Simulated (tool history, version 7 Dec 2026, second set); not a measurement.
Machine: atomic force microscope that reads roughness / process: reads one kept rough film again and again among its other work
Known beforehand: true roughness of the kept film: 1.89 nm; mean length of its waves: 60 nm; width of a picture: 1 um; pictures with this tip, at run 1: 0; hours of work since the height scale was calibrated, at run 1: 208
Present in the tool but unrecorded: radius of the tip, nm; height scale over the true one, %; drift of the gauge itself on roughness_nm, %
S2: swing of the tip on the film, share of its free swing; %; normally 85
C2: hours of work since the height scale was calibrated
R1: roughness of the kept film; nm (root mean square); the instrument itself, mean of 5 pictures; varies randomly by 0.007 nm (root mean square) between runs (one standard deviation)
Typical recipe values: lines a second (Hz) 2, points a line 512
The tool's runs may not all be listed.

Run 1, day 0: usual settings; pictures with this tip 0; C2 208. Result: R1 1.434 nm (root mean square).
Run 2, day 1.358: usual settings; pictures with this tip 59; C2 229. Result: R1 1.422 nm (root mean square).
At day 2.233: new tip fitted.
Run 3, day 3.158: usual settings; pictures with this tip 40; C2 256. Result: R1 1.439 nm (root mean square).
At day 4.438: new tip fitted.
Run 4, day 4.625: usual settings; pictures with this tip 8; C2 278. Result: R1 1.429 nm (root mean square).
Run 5, day 5.929: usual settings but points a line 764; pictures with this tip 64; C2 298. Result: R1 1.42 nm (root mean square).
At day 6.679: new tip fitted.
Run 6, day 7.258: usual settings but lines a second (Hz) 2.29, S2 83 %, points a line 530; pictures with this tip 25; C2 317. Result: R1 1.407 nm (root mean square).
Run 7, day 8.604: usual settings but points a line 402; pictures with this tip 83; C2 338. Result: R1 1.424 nm (root mean square).
At day 8.892: new tip fitted.
Run 8, day 10.167: usual settings but lines a second (Hz) 1.09, points a line 775; pictures with this tip 55; C2 361. Result: R1 1.584 nm (root mean square).
At day 11.108: new tip fitted.
Run 9, day 11.333: usual settings but lines a second (Hz) 1.09, points a line 775; pictures with this tip 9; C2 379. Result: R1 1.59 nm (root mean square).
Run 10, day 12.25: usual settings but lines a second (Hz) 1.14, S2 81 %, points a line 273; pictures with this tip 49; C2 393. Result: R1 1.608 nm (root mean square).

Predict each of these 4 candidate next runs independently; none follows another, all start after run 10:
At day 13.388: new tip fitted.
Run A, day 13.721: usual settings but lines a second (Hz) 0.67, S2 74 %, points a line 434; pictures with this tip 14; C2 415. Result: R1 ?.
At day 13.388: new tip fitted.
Run B, day 13.721: usual settings but lines a second (Hz) 1.21, S2 81 %, points a line 359; pictures with this tip 14; C2 415. Result: R1 ?.
At day 13.388: new tip fitted.
Run C, day 13.721: usual settings but points a line 260; pictures with this tip 14; C2 415. Result: R1 ?.
At day 13.388: new tip fitted.
Run D, day 13.721: usual settings but lines a second (Hz) 2.25, S2 81 %, points a line 273; pictures with this tip 14; C2 415. Result: R1 ?.

run     R1
  A  1.755
  B  1.619
  C  1.435
  D  1.458
What these runs would have given with no unlogged condition in the tool:
run     R1
  A  1.755
  B  1.619
  C  1.436
  D  1.458

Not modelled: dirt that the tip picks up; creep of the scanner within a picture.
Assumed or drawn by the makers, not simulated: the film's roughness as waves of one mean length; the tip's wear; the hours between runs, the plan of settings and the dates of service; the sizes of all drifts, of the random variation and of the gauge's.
